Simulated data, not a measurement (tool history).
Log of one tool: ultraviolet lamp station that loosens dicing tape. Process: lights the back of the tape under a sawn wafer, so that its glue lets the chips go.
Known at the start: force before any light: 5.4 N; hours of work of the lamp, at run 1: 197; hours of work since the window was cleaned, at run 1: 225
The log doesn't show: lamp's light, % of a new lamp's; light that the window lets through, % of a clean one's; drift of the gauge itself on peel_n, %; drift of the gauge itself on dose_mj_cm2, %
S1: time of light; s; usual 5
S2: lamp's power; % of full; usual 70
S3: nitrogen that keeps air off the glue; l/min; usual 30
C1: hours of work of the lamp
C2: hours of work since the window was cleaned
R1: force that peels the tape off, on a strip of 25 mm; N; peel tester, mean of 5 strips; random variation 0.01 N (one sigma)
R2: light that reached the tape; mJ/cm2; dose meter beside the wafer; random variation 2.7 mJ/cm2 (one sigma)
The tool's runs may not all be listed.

{"run": 1, "hour": 0.0, "S1": 5, "S2": 70, "S3": 30, "C1": 197, "C2": 225, "R1": 0.432, "R2": 355}
{"run": 2, "hour": 9.9, "S1": 5, "S2": 70, "S3": 30, "C1": 202, "C2": 231, "R1": 0.419, "R2": 354}
{"run": 3, "hour": 27.5, "S1": 5, "S2": 70, "S3": 49, "C1": 212, "C2": 241, "R1": 0.348, "R2": 353}
{"run": 4, "hour": 40.1, "S1": 5, "S2": 70, "S3": 49, "C1": 220, "C2": 248, "R1": 0.341, "R2": 357}
{"run": 5, "hour": 56.1, "S1": 5, "S2": 70, "S3": 34, "C1": 229, "C2": 257, "R1": 0.405, "R2": 353}
{"run": 6, "hour": 68.6, "S1": 5, "S2": 70, "S3": 34, "C1": 236, "C2": 264, "R1": 0.402, "R2": 350}
{"run": 7, "hour": 77.7, "S1": 5, "S2": 70, "S3": 34, "C1": 241, "C2": 270, "R1": 0.406, "R2": 355}
{"run": 8, "hour": 87.3, "S1": 5, "S2": 70, "S3": 34, "C1": 246, "C2": 275, "R1": 0.403, "R2": 355}
{"hour": 94.0, "done": "window cleaned of glue's vapour"}
{"run": 9, "hour": 99.8, "S1": 5, "S2": 70, "S3": 36, "C1": 253, "C2": 3, "R1": 0.394, "R2": 357}
{"run": 10, "hour": 115.1, "S1": 5, "S2": 70, "S3": 54, "C1": 262, "C2": 12, "R1": 0.33, "R2": 358}
{"run": 11, "hour": 132.9, "S1": 5, "S2": 70, "S3": 40, "C1": 272, "C2": 22, "R1": 0.392, "R2": 361}
{"run": 12, "hour": 150.4, "S1": 5, "S2": 70, "S3": 40, "C1": 282, "C2": 32, "R1": 0.369, "R2": 352}
{"run": 13, "hour": 170.1, "S1": 5, "S2": 84, "S3": 40, "C1": 293, "C2": 43, "R1": 0.262, "R2": 427}
{"run": 14, "hour": 178.5, "S1": 5, "S2": 84, "S3": 40, "C1": 298, "C2": 48, "R1": 0.257, "R2": 427}
{"run": 15, "hour": 188.1, "S1": 5, "S2": 84, "S3": 40, "C1": 303, "C2": 53, "R1": 0.256, "R2": 427}
{"run": 16, "hour": 207.6, "S1": 5, "S2": 84, "S3": 40, "C1": 314, "C2": 65, "R1": 0.267, "R2": 426}
{"run": 17, "hour": 220.1, "S1": 5, "S2": 70, "S3": 30, "C1": 322, "C2": 72, "R1": 0.411, "R2": 354}
{"run": 18, "hour": 237.0, "S1": 5, "S2": 70, "S3": 30, "C1": 331, "C2": 81, "R1": 0.438, "R2": 355}
{"run": 19, "hour": 253.4, "S1": 5, "S2": 70, "S3": 17, "C1": 340, "C2": 91, "R1": 0.605, "R2": 355}
{"run": 20, "hour": 267.0, "S1": 5, "S2": 70, "S3": 44, "C1": 348, "C2": 98, "R1": 0.363, "R2": 356}
{"run": 21, "hour": 282.0, "S1": 5, "S2": 70, "S3": 30, "C1": 357, "C2": 107, "R1": 0.434, "R2": 353}
{"run": 22, "hour": 292.6, "S1": 5, "S2": 70, "S3": 25, "C1": 363, "C2": 113, "R1": 0.486, "R2": 354}
{"run": 23, "hour": 313.3, "S1": 5, "S2": 70, "S3": 25, "C1": 374, "C2": 125, "R1": 0.469, "R2": 355}
{"run": 24, "hour": 326.7, "S1": 5, "S2": 70, "S3": 25, "C1": 382, "C2": 132, "R1": 0.471, "R2": 357}
{"run": 25, "hour": 341.0, "S1": 5, "S2": 70, "S3": 25, "C1": 390, "C2": 140, "R1": 0.491, "R2": 354}
{"run": 26, "hour": 360.4, "S1": 5, "S2": 70, "S3": 25, "C1": 401, "C2": 151, "R1": 0.476, "R2": 352}
{"run": 27, "hour": 368.8, "S1": 2, "S2": 88, "S3": 9, "C1": 406, "C2": 156, "R1": 2.094, "R2": 178}
{"run": 28, "hour": 386.9, "S1": 3, "S2": 88, "S3": 47, "C1": 416, "C2": 166, "R1": 0.618, "R2": 261}
{"run": 29, "hour": 402.8, "S1": 5, "S2": 91, "S3": 31, "C1": 425, "C2": 175, "R1": 0.233, "R2": 458}
{"run": 30, "hour": 421.0, "S1": 5, "S2": 91, "S3": 31, "C1": 436, "C2": 186, "R1": 0.242, "R2": 464}
{"run": 31, "hour": 438.0, "S1": 5, "S2": 89, "S3": 17, "C1": 445, "C2": 195, "R1": 0.354, "R2": 452}
{"run": 32, "hour": 452.9, "S1": 7, "S2": 99, "S3": 22, "C1": 454, "C2": 204, "R1": 0.144, "R2": 712}
{"run": 33, "hour": 462.3, "S1": 6, "S2": 92, "S3": 56, "C1": 459, "C2": 209, "R1": 0.156, "R2": 553}
{"run": 34, "hour": 482.9, "S1": 10, "S2": 92, "S3": 56, "C1": 471, "C2": 221, "R1": 0.103, "R2": 937}
{"run": 35, "hour": 497.0, "S1": 10, "S2": 92, "S3": 56, "C1": 479, "C2": 229, "R1": 0.106, "R2": 931}
{"run": 36, "hour": 513.9, "S1": 3, "S2": 75, "S3": 31, "C1": 488, "C2": 238, "R1": 1.001, "R2": 231}
{"run": 37, "hour": 526.1, "S1": 7, "S2": 83, "S3": 32, "C1": 495, "C2": 245, "R1": 0.151, "R2": 596}
{"run": 38, "hour": 542.8, "S1": 4, "S2": 91, "S3": 44, "C1": 505, "C2": 255, "R1": 0.329, "R2": 369}
{"run": 39, "hour": 552.4, "S1": 4, "S2": 81, "S3": 29, "C1": 510, "C2": 260, "R1": 0.521, "R2": 326}
{"run": 40, "hour": 564.1, "S1": 4, "S2": 73, "S3": 29, "C1": 517, "C2": 267, "R1": 0.642, "R2": 295}
{"run": 41, "hour": 573.2, "S1": 4, "S2": 73, "S3": 29, "C1": 522, "C2": 272, "R1": 0.647, "R2": 297}
{"hour": 585.9, "done": "window cleaned of glue's vapour"}
{"run": 42, "hour": 590.6, "S1": 4, "S2": 73, "S3": 29, "C1": 532, "C2": 3, "R1": 0.647, "R2": 292}
{"run": 43, "hour": 608.0, "S1": 4, "S2": 62, "S3": 26, "C1": 542, "C2": 13, "R1": 0.893, "R2": 251}

3 ways to go on from here, each from the tool as it stands after run 43. What would each give?
{"run": "A", "hour": 618.2, "S1": 5, "S2": 62, "S3": 26, "C1": 547, "C2": 18, "R1": "?", "R2": "?"}
{"run": "B", "hour": 618.2, "S1": 5, "S2": 65, "S3": 30, "C1": 547, "C2": 18, "R1": "?", "R2": "?"}
{"run": "C", "hour": 618.2, "S1": 5, "S2": 86, "S3": 30, "C1": 547, "C2": 18, "R1": "?", "R2": "?"}

run=A R1=0.584 R2=316
run=B R1=0.511 R2=328
run=C R1=0.276 R2=442
Without the tool's hidden state the same runs would have given:
run=A R1=0.582 R2=316
run=B R1=0.510 R2=329
run=C R1=0.275 R2=442

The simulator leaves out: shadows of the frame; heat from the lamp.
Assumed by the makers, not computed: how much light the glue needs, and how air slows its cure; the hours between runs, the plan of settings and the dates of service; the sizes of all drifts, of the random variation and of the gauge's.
